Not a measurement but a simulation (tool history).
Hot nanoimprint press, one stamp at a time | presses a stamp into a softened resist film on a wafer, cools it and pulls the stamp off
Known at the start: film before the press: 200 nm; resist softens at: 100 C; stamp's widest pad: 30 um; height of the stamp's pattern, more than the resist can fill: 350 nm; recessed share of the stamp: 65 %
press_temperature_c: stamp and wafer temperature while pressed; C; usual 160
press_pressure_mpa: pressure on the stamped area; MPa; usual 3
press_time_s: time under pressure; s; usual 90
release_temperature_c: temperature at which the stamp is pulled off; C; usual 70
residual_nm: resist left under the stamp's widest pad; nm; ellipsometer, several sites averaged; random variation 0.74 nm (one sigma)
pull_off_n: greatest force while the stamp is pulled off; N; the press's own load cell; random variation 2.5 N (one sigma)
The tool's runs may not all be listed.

run   hour  press_temperature_c  press_pressure_mpa  press_time_s  release_temperature_c  residual_nm  pull_off_n
  1      0                  160                   3            90                     70         94.5         135
      11.3  -- stamp cleaned and given a new release coat
  2   48.2                  160                2.01            90                     70        115.5         118
  3   90.8                  160                2.01            90                     70        116.6         125
  4  131.8                  160                2.01            90                     70        117.8         133
  5  179.7                  160                2.01            90                     70        118.8         143
     189.8  -- stamp cleaned and given a new release coat
  6  217.9                  165                   3            90                     70         74.6         125
  7  271.3                  165                   3            90                     70         76.7         130
  8  312.9                  160                   3            90                     65         98.1         151
  9  339.8                  157                2.62            90                     69        122.8         142
     367.5  -- stamp cleaned and given a new release coat
 10  381.2                  171                2.92            76                     75         61.1         105
 11  405.4                  171                2.92            67                     75         64.1         110

The next listed run, before its measurement:
 12  445.5                  171                1.81            67                     75            ?           ?

residual_nm: 85 nm
pull_off_n: 113 N
Without the tool's hidden state the same run would have given residual_nm 78.5 nm, pull_off_n 101 N.

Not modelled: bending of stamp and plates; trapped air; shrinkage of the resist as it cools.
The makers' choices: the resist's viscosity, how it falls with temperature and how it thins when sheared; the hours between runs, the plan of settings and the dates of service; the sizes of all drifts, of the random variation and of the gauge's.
